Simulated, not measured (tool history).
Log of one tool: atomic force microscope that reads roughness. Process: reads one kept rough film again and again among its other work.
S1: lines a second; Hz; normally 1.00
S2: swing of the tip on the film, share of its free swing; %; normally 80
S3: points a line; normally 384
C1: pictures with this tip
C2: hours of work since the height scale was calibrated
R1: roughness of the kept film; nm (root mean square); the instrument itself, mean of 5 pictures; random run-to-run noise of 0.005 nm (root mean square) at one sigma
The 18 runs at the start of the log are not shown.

run,hour,S1,S2,S3,C1,C2,R1
19,584.7,1.35,80,420,82,745,0.722
20,620.7,1.35,80,420,124,759,0.719
21,668.3,1.35,80,420,178,779,0.719
22,717.1,1.21,58,480,233,799,0.768
23,743.6,2.76,80,384,264,810,0.667
24,770.2,3.58,80,357,294,821,0.642
25,809.0,1.25,56,781,338,837,0.769
26,853.7,1.00,73,384,389,855,0.756
# hour 858.1: new tip fitted
27,886.9,1.00,73,384,33,868,0.742
28,918.9,1.37,70,384,69,881,0.748

For run 29, what comes out?
29,954.1,1.37,70,384,109,896,?

Run 29 gave R1 0.743 nm (root mean square).
The same run, on a tool lacking any hidden state, would have yielded R1 0.744 nm (root mean square).
